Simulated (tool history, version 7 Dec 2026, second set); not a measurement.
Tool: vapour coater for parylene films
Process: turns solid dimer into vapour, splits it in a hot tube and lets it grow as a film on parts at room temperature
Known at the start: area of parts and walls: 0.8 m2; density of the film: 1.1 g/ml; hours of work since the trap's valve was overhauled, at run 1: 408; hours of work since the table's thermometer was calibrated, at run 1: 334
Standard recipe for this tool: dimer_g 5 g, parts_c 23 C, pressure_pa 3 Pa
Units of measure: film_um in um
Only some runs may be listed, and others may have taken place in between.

run	hour	dimer_g	parts_c	pressure_pa	hours of work since the trap's valve was overhauled	hours of work since the table's thermometer was calibrated	film_um
1	0	5	23	3	408	334	4.43
2	28.9	5	23	3	421	347	4.49
3	44.3	5	30	3	428	354	3.84
4	57.9	5	23	3	434	360	4.42
5	75.8	5	23	3	442	368	4.44
6	106.6	3	23	3	456	382	2.66
# hour 129.6: trap's valve overhauled
7	134.9	3	23	3	2	393	2.76
8	151.3	3	23	3	10	401	2.78
9	172.6	3	23	3	20	410	2.78
10	193.1	3	23	3	29	420	2.76
11	216	3	23	3	39	430	2.77
12	237.4	5	23	3	49	440	4.61
13	252.7	5	23	3	56	447	4.57
14	273.3	5	23	3	65	456	4.67
15	293.7	5	23	3	74	465	4.69
16	322.2	5	23	3	87	478	4.56
17	343.5	5	20	3	97	488	5.03

Run 18 comes next. What will it give?
18	361.7	5	15	3	105	496	?

film_um: 5.43 um
Were there no unlogged condition in the tool, this run, its random variation unchanged, would have produced film_um 5.56 um.
